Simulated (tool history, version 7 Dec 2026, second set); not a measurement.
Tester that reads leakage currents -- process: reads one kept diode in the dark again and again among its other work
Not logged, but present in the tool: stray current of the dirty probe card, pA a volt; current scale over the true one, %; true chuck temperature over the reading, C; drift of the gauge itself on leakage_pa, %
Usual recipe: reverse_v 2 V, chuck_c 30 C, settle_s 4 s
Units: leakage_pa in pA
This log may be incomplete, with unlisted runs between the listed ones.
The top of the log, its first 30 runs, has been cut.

| run | hour | reverse_v | chuck_c | settle_s | hours of work since the probe card was cleaned | hours of work since the tester was calibrated | hours of work since the chuck was calibrated | leakage_pa |
|---|---|---|---|---|---|---|---|---|
| 31 | 1679.9 | 6.05 | 58 | 4 | 563 | 2937 | 1211 | 497.6 |
| 32 | 1760.4 | 18.31 | 33 | 3.89 | 627 | 3001 | 1275 | 122.31 |
| 33 | 1828.6 | 18.31 | 33 | 3.89 | 682 | 3055 | 1330 | 123.57 |
| 34 | 1871.8 | 16.53 | 51 | 1.56 | 716 | 3090 | 1364 | 511.19 |
| 35 | 1922.8 | 3.73 | 21 | 5.84 | 757 | 3130 | 1405 | 17.53 |
| 36 | 1992.7 | 1.68 | 34 | 4 | 813 | 3186 | 1461 | 35.36 |
| 37 | 2046.9 | 2 | 30 | 3.14 | 856 | 3229 | 1504 | 27.66 |
| 38 | 2112.6 | 1.1 | 51 | 4 | 908 | 3282 | 1556 | 115.79 |
| 39 | 2172.2 | 2 | 35 | 0.79 | 956 | 3329 | 1604 | 43.58 |

Consider 5 possible next runs. They are alternatives, not a sequence: every one starts from the tool as it was left by run 39. What does each give?
| A | 2206.2 | 2 | 29 | 4 | 983 | 3356 | 1631 | ? |
| B | 2206.2 | 15.7 | 30 | 2.14 | 983 | 3356 | 1631 | ? |
| C | 2206.2 | 2 | 55 | 1.65 | 983 | 3356 | 1631 | ? |
| D | 2206.2 | 13.83 | 43 | 1.65 | 983 | 3356 | 1631 | ? |
| E | 2206.2 | 3.56 | 38 | 2.93 | 983 | 3356 | 1631 | ? |

| run | leakage_pa |
|---|---|
| A | 25.77 |
| B | 92.72 |
| C | 223.06 |
| D | 252.51 |
| E | 77.57 |
The same runs, with their run-to-run variation unchanged, on a tool lacking any hidden condition would have given:
| run | leakage_pa |
|---|---|
| A | 21.29 |
| B | 73.32 |
| C | 195.26 |
| D | 213.98 |
| E | 65.68 |
